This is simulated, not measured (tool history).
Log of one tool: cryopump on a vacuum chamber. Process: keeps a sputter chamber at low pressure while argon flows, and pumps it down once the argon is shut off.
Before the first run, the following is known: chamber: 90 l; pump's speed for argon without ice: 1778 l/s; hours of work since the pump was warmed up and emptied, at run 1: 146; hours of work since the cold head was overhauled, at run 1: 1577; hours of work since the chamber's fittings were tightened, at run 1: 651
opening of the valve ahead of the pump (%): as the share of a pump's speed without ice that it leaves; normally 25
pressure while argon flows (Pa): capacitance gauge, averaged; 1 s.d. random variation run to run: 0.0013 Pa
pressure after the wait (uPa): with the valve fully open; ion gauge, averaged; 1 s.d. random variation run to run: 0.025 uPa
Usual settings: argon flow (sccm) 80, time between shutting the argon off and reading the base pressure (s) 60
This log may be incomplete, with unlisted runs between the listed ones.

run	hour	argon flow (sccm)	time between shutting the argon off and reading the base pressure (s)	opening of the valve ahead of the pump (%)	hours of work since the pump was warmed up and emptied	hours of work since the cold head was overhauled	hours of work since the chamber's fittings were tightened	pressure while argon flows (Pa)	pressure after the wait (uPa)
1	0	80	60	25	146	1577	651	0.3142	2
2	83	80	60	25	180	1612	685	0.3145	2.14
3	175.7	80	60	25	219	1650	724	0.3155	2.15
4	244.8	80	60	25	248	1679	753	0.3159	2.23
5	318.5	80	60	25	278	1710	783	0.3178	2.3
6	397.7	158	60	25	311	1743	816	0.6329	2.4
# hour 461.4: pump warmed up, emptied and cooled again
7	468.8	158	60	25	3	1770	844	0.6053	2.18
8	517.3	158	60	25	23	1790	864	0.6059	2.22
9	582.3	158	60	25	50	1817	891	0.6111	2.31
10	644.4	80	60	25	76	1843	917	0.3089	2.35
11	723.5	80	60	25	109	1876	950	0.3098	2.4
12	785.8	80	60	25	135	1902	976	0.3114	2.39
13	874.8	80	60	25	172	1939	1013	0.3109	2.58
14	914.5	80	60	25	189	1956	1029	0.3163	2.56
15	971.1	80	60	25	212	1979	1053	0.3138	2.58
16	1015.8	80	60	25	231	1998	1072	0.3143	2.62
17	1096.4	80	60	25	264	2031	1105	0.3184	2.69
18	1194.9	35	60	19	305	2072	1146	0.1805	2.89
# hour 1268.4: pump warmed up, emptied and cooled again
19	1268.4	35	100	19	0	2101	1175	0.1771	2.33
20	1330.2	35	100	19	26	2127	1200	0.1776	2.39
21	1425.7	89	60	22	65	2166	1240	0.3885	2.8
22	1491.2	89	162	54	93	2194	1267	0.1628	2.35
23	1531.9	89	167	45	110	2211	1284	0.1959	2.33
24	1601.3	80	27	31	139	2239	1313	0.2527	3.98
25	1648.3	44	48	31	158	2259	1333	0.1415	3.3
26	1721	44	22	31	188	2289	1363	0.1412	4.46
27	1816.4	158	39	26	228	2329	1403	0.5999	3.71
28	1907	158	39	26	266	2367	1440	0.6025	3.83
# hour 1942.5: leaking fittings of the chamber tightened, without venting
29	1990.9	158	39	26	300	2401	20	0.6072	1.57
30	2042.4	34	39	37	321	2422	42	0.0948	1.69
# hour 2080.6: pump warmed up, emptied and cooled again
31	2145.9	34	39	37	27	2463	83	0.0901	1.63
32	2210.7	116	111	16	54	2490	110	0.6974	0.82
33	2279.9	94	48	20	83	2519	138	0.4545	1.45

What would each run have given without the hidden state, its run-to-run variation left as it was?
Hidden conditions of the tool in this case: pump's speed, % of a pump's without ice; cold plate's temperature, K; leak into the chamber, uPa l/s; drift of the gauge itself on working_pa, %; drift of the gauge itself on base_upa, %.
run	pressure while argon flows (Pa)	pressure after the wait (uPa)
1	0.3064	1.04
2	0.3051	1.07
3	0.3044	1.04
4	0.3035	1.05
5	0.3038	1.03
6	0.6019	1.07
7	0.601	1.04
8	0.6	1.04
9	0.603	1.07
10	0.3038	1.05
11	0.3033	1.03
12	0.3039	1.01
13	0.3018	1.07
14	0.3064	1.03
15	0.3029	1.01
16	0.3027	1
17	0.3052	1
18	0.1739	1.03
19	0.176	0.7
20	0.176	0.74
21	0.3828	1.04
22	0.156	0.51
23	0.1881	0.46
24	0.2447	2.08
25	0.1365	1.31
26	0.1355	2.48
27	0.5763	1.53
28	0.5751	1.53
29	0.5766	1.48
30	0.0877	1.56
31	0.0883	1.49
32	0.6898	0.63
33	0.4471	1.21
